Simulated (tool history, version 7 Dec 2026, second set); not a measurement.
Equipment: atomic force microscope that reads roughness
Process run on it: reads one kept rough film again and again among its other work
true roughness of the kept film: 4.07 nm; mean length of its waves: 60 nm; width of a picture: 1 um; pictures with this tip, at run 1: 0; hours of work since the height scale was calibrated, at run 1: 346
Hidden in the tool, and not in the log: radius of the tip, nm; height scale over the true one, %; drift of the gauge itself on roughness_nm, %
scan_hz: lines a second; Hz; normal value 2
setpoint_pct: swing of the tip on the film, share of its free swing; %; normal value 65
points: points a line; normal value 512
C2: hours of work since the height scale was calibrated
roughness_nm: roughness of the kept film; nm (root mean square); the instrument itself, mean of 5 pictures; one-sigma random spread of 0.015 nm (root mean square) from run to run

{"run": 1, "hour": 0.0, "scan_hz": 2, "setpoint_pct": 65, "points": 512, "pictures with this tip": 0, "C2": 346, "roughness_nm": 3.702}
{"run": 2, "hour": 25.2, "scan_hz": 2, "setpoint_pct": 65, "points": 512, "pictures with this tip": 46, "C2": 360, "roughness_nm": 3.611}
{"run": 3, "hour": 61.6, "scan_hz": 2, "setpoint_pct": 65, "points": 512, "pictures with this tip": 112, "C2": 379, "roughness_nm": 3.569}
{"run": 4, "hour": 77.4, "scan_hz": 2, "setpoint_pct": 62, "points": 512, "pictures with this tip": 141, "C2": 387, "roughness_nm": 3.604}
{"run": 5, "hour": 108.0, "scan_hz": 2, "setpoint_pct": 62, "points": 512, "pictures with this tip": 197, "C2": 403, "roughness_nm": 3.551}
{"hour": 126.4, "done": "new tip fitted"}
{"run": 6, "hour": 132.2, "scan_hz": 2, "setpoint_pct": 62, "points": 512, "pictures with this tip": 11, "C2": 415, "roughness_nm": 3.693}
{"run": 7, "hour": 165.9, "scan_hz": 2, "setpoint_pct": 62, "points": 512, "pictures with this tip": 72, "C2": 433, "roughness_nm": 3.648}
{"run": 8, "hour": 202.9, "scan_hz": 2, "setpoint_pct": 62, "points": 512, "pictures with this tip": 140, "C2": 452, "roughness_nm": 3.575}
{"run": 9, "hour": 227.1, "scan_hz": 2, "setpoint_pct": 65, "points": 512, "pictures with this tip": 183, "C2": 465, "roughness_nm": 3.509}
{"run": 10, "hour": 247.1, "scan_hz": 1.17, "setpoint_pct": 65, "points": 512, "pictures with this tip": 220, "C2": 475, "roughness_nm": 3.613}
{"hour": 254.3, "done": "new tip fitted"}
{"run": 11, "hour": 283.1, "scan_hz": 1.17, "setpoint_pct": 65, "points": 512, "pictures with this tip": 52, "C2": 494, "roughness_nm": 3.735}
{"run": 12, "hour": 311.7, "scan_hz": 2, "setpoint_pct": 60, "points": 512, "pictures with this tip": 104, "C2": 508, "roughness_nm": 3.666}
{"run": 13, "hour": 342.4, "scan_hz": 2, "setpoint_pct": 60, "points": 512, "pictures with this tip": 160, "C2": 524, "roughness_nm": 3.632}
{"run": 14, "hour": 362.6, "scan_hz": 2, "setpoint_pct": 60, "points": 512, "pictures with this tip": 197, "C2": 535, "roughness_nm": 3.582}
{"hour": 382.2, "done": "new tip fitted"}
{"run": 15, "hour": 391.1, "scan_hz": 2, "setpoint_pct": 65, "points": 258, "pictures with this tip": 16, "C2": 550, "roughness_nm": 3.65}
{"run": 16, "hour": 423.0, "scan_hz": 2, "setpoint_pct": 65, "points": 258, "pictures with this tip": 74, "C2": 566, "roughness_nm": 3.605}
{"run": 17, "hour": 443.1, "scan_hz": 2, "setpoint_pct": 65, "points": 258, "pictures with this tip": 111, "C2": 577, "roughness_nm": 3.553}
{"run": 18, "hour": 467.0, "scan_hz": 2, "setpoint_pct": 65, "points": 444, "pictures with this tip": 154, "C2": 589, "roughness_nm": 3.537}
{"run": 19, "hour": 489.1, "scan_hz": 2, "setpoint_pct": 65, "points": 512, "pictures with this tip": 194, "C2": 601, "roughness_nm": 3.524}
{"hour": 508.0, "done": "new tip fitted"}
{"run": 20, "hour": 523.9, "scan_hz": 2, "setpoint_pct": 65, "points": 512, "pictures with this tip": 29, "C2": 619, "roughness_nm": 3.644}
{"run": 21, "hour": 562.2, "scan_hz": 2, "setpoint_pct": 65, "points": 512, "pictures with this tip": 98, "C2": 639, "roughness_nm": 3.556}
{"run": 22, "hour": 596.5, "scan_hz": 2, "setpoint_pct": 65, "points": 332, "pictures with this tip": 161, "C2": 657, "roughness_nm": 3.523}
{"run": 23, "hour": 631.0, "scan_hz": 2, "setpoint_pct": 65, "points": 332, "pictures with this tip": 224, "C2": 674, "roughness_nm": 3.475}
{"hour": 635.0, "done": "new tip fitted"}
{"run": 24, "hour": 665.9, "scan_hz": 2, "setpoint_pct": 65, "points": 332, "pictures with this tip": 56, "C2": 692, "roughness_nm": 3.61}
{"hour": 669.7, "done": "height scale calibrated on a step standard"}
{"run": 25, "hour": 685.7, "scan_hz": 2, "setpoint_pct": 65, "points": 332, "pictures with this tip": 90, "C2": 8, "roughness_nm": 3.599}
{"run": 26, "hour": 709.0, "scan_hz": 1.21, "setpoint_pct": 65, "points": 512, "pictures with this tip": 133, "C2": 20, "roughness_nm": 3.648}
{"run": 27, "hour": 726.2, "scan_hz": 1.92, "setpoint_pct": 56, "points": 801, "pictures with this tip": 164, "C2": 29, "roughness_nm": 3.671}
{"run": 28, "hour": 744.7, "scan_hz": 3.69, "setpoint_pct": 65, "points": 289, "pictures with this tip": 198, "C2": 39, "roughness_nm": 3.286}
{"hour": 749.0, "done": "height scale calibrated on a step standard, once more"}
{"hour": 764.4, "done": "new tip fitted"}
{"run": 29, "hour": 780.5, "scan_hz": 3.09, "setpoint_pct": 89, "points": 289, "pictures with this tip": 29, "C2": 16, "roughness_nm": 2.743}
{"run": 30, "hour": 799.5, "scan_hz": 1.76, "setpoint_pct": 65, "points": 432, "pictures with this tip": 64, "C2": 26, "roughness_nm": 3.645}
{"run": 31, "hour": 824.5, "scan_hz": 1.76, "setpoint_pct": 65, "points": 432, "pictures with this tip": 109, "C2": 39, "roughness_nm": 3.65}
{"run": 32, "hour": 844.8, "scan_hz": 2, "setpoint_pct": 77, "points": 364, "pictures with this tip": 146, "C2": 50, "roughness_nm": 3.311}
{"run": 33, "hour": 864.2, "scan_hz": 2, "setpoint_pct": 77, "points": 364, "pictures with this tip": 181, "C2": 60, "roughness_nm": 3.291}
{"run": 34, "hour": 889.2, "scan_hz": 1.49, "setpoint_pct": 77, "points": 599, "pictures with this tip": 227, "C2": 73, "roughness_nm": 3.392}
{"hour": 892.8, "done": "new tip fitted"}
{"run": 35, "hour": 905.9, "scan_hz": 2, "setpoint_pct": 77, "points": 370, "pictures with this tip": 23, "C2": 81, "roughness_nm": 3.415}
{"run": 36, "hour": 921.5, "scan_hz": 2, "setpoint_pct": 77, "points": 370, "pictures with this tip": 52, "C2": 89, "roughness_nm": 3.371}
{"run": 37, "hour": 945.4, "scan_hz": 0.73, "setpoint_pct": 74, "points": 370, "pictures with this tip": 95, "C2": 102, "roughness_nm": 3.713}
{"run": 38, "hour": 961.9, "scan_hz": 0.73, "setpoint_pct": 74, "points": 370, "pictures with this tip": 125, "C2": 110, "roughness_nm": 3.71}
{"run": 39, "hour": 992.5, "scan_hz": 3.29, "setpoint_pct": 89, "points": 572, "pictures with this tip": 181, "C2": 126, "roughness_nm": 2.579}
{"run": 40, "hour": 1016.2, "scan_hz": 1.59, "setpoint_pct": 77, "points": 610, "pictures with this tip": 224, "C2": 139, "roughness_nm": 3.384}
{"hour": 1019.7, "done": "new tip fitted"}
{"run": 41, "hour": 1032.7, "scan_hz": 1.86, "setpoint_pct": 77, "points": 280, "pictures with this tip": 23, "C2": 147, "roughness_nm": 3.448}
{"run": 42, "hour": 1055.0, "scan_hz": 1.9, "setpoint_pct": 57, "points": 883, "pictures with this tip": 64, "C2": 159, "roughness_nm": 3.754}
{"run": 43, "hour": 1081.0, "scan_hz": 0.54, "setpoint_pct": 65, "points": 512, "pictures with this tip": 111, "C2": 172, "roughness_nm": 3.805}
{"run": 44, "hour": 1112.0, "scan_hz": 1.31, "setpoint_pct": 65, "points": 258, "pictures with this tip": 167, "C2": 188, "roughness_nm": 3.619}
{"run": 45, "hour": 1141.4, "scan_hz": 0.56, "setpoint_pct": 77, "points": 258, "pictures with this tip": 221, "C2": 204, "roughness_nm": 3.612}
{"hour": 1146.9, "done": "new tip fitted"}
{"run": 46, "hour": 1174.3, "scan_hz": 1.13, "setpoint_pct": 84, "points": 875, "pictures with this tip": 50, "C2": 221, "roughness_nm": 3.503}
{"run": 47, "hour": 1205.4, "scan_hz": 1.13, "setpoint_pct": 84, "points": 787, "pictures with this tip": 107, "C2": 237, "roughness_nm": 3.43}
{"run": 48, "hour": 1226.0, "scan_hz": 2.79, "setpoint_pct": 73, "points": 512, "pictures with this tip": 144, "C2": 248, "roughness_nm": 3.272}
{"run": 49, "hour": 1245.1, "scan_hz": 2, "setpoint_pct": 74, "points": 356, "pictures with this tip": 179, "C2": 258, "roughness_nm": 3.365}

Each row is a separate what-if for the run after 49, all from the same tool condition, not one after another. Results?
{"run": "A", "hour": 1271.4, "scan_hz": 3.01, "setpoint_pct": 84, "points": 570, "pictures with this tip": 227, "C2": 271, "roughness_nm": "?"}
{"run": "B", "hour": 1271.4, "scan_hz": 2, "setpoint_pct": 65, "points": 872, "pictures with this tip": 227, "C2": 271, "roughness_nm": "?"}
{"run": "C", "hour": 1271.4, "scan_hz": 3.47, "setpoint_pct": 65, "points": 647, "pictures with this tip": 227, "C2": 271, "roughness_nm": "?"}
{"run": "D", "hour": 1271.4, "scan_hz": 3.07, "setpoint_pct": 72, "points": 686, "pictures with this tip": 227, "C2": 271, "roughness_nm": "?"}
{"run": "E", "hour": 1271.4, "scan_hz": 1.46, "setpoint_pct": 65, "points": 316, "pictures with this tip": 227, "C2": 271, "roughness_nm": "?"}

run=A roughness_nm=2.811
run=B roughness_nm=3.491
run=C roughness_nm=3.336
run=D roughness_nm=3.208
run=E roughness_nm=3.559
What these runs would have given with no unlogged condition in the tool:
run=A roughness_nm=2.956
run=B roughness_nm=3.669
run=C roughness_nm=3.507
run=D roughness_nm=3.372
run=E roughness_nm=3.741
